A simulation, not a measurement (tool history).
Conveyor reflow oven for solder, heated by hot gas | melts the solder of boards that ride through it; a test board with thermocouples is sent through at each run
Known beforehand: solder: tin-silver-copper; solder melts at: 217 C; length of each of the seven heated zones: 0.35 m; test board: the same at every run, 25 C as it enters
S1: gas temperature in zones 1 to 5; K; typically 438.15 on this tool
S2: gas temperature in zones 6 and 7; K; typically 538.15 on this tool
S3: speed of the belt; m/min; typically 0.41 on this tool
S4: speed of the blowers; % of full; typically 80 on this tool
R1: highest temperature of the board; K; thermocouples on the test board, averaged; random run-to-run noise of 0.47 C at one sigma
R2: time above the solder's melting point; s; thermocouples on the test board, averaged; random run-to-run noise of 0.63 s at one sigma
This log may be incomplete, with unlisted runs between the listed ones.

run 1 day=0 | S1=438.15 S2=538.15 S3=0.41 S4=80 | R1=524.35 R2=71.6
run 2 day=0.475 | S1=438.15 S2=538.15 S3=0.41 S4=80 | R1=523.15 R2=71.6
run 3 day=0.954 | S1=438.15 S2=538.15 S3=0.41 S4=80 | R1=523.95 R2=71.5
run 4 day=1.412 | S1=438.15 S2=538.15 S3=0.41 S4=80 | R1=524.35 R2=73
run 5 day=1.804 | S1=438.15 S2=538.15 S3=0.41 S4=80 | R1=524.05 R2=71.3
run 6 day=2.154 | S1=438.15 S2=538.15 S3=0.455 S4=80 | R1=520.85 R2=61.3
run 7 day=2.671 | S1=438.15 S2=538.15 S3=0.343 S4=80 | R1=528.55 R2=93.3
run 8 day=3.162 | S1=438.15 S2=538.15 S3=0.343 S4=80 | R1=528.45 R2=93.3
run 9 day=3.725 | S1=438.15 S2=538.15 S3=0.343 S4=80 | R1=529.25 R2=93.6
run 10 day=4.317 | S1=439.15 S2=526.15 S3=0.441 S4=80 | R1=511.45 R2=53.7
run 11 day=5.012 | S1=446.15 S2=538.15 S3=0.474 S4=80 | R1=521.25 R2=60.8
run 12 day=5.738 | S1=446.15 S2=530.15 S3=0.338 S4=84 | R1=522.35 R2=93.5
-- day=6.029 flux residue cleaned out of gas plates and filters
run 13 day=6.408 | S1=446.15 S2=551.15 S3=0.333 S4=82 | R1=542.85 R2=111.7
run 14 day=6.854 | S1=446.15 S2=551.15 S3=0.333 S4=58 | R1=535.15 R2=105
run 15 day=7.225 | S1=446.15 S2=551.15 S3=0.333 S4=58 | R1=536.35 R2=105.6
run 16 day=7.967 | S1=446.15 S2=551.15 S3=0.381 S4=56 | R1=529.65 R2=87.5
run 17 day=8.592 | S1=445.15 S2=551.15 S3=0.381 S4=67 | R1=535.05 R2=89.2
run 18 day=9.221 | S1=441.15 S2=528.15 S3=0.431 S4=65 | R1=508.95 R2=49.7

Here are 5 independent what-if runs from the current tool condition. What would each one return?
run A day=9.629 | S1=438.15 S2=538.15 S3=0.41 S4=72 | R1=? R2=?
run B day=9.629 | S1=441.15 S2=527.15 S3=0.431 S4=65 | R1=? R2=?
run C day=9.629 | S1=436.15 S2=538.15 S3=0.41 S4=80 | R1=? R2=?
run D day=9.629 | S1=449.15 S2=538.15 S3=0.41 S4=80 | R1=? R2=?
run E day=9.629 | S1=441.15 S2=527.15 S3=0.431 S4=88 | R1=? R2=?

run=A R1=521.35 R2=68.7
run=B R1=508.35 R2=49
run=C R1=523.85 R2=72.3
run=D R1=524.95 R2=79.5
run=E R1=515.55 R2=61.3
Without the tool's unlogged condition, the same runs would have read:
run=A R1=521.45 R2=68.7
run=B R1=508.35 R2=49.1
run=C R1=523.85 R2=72.3
run=D R1=525.05 R2=79.5
run=E R1=515.65 R2=61.4
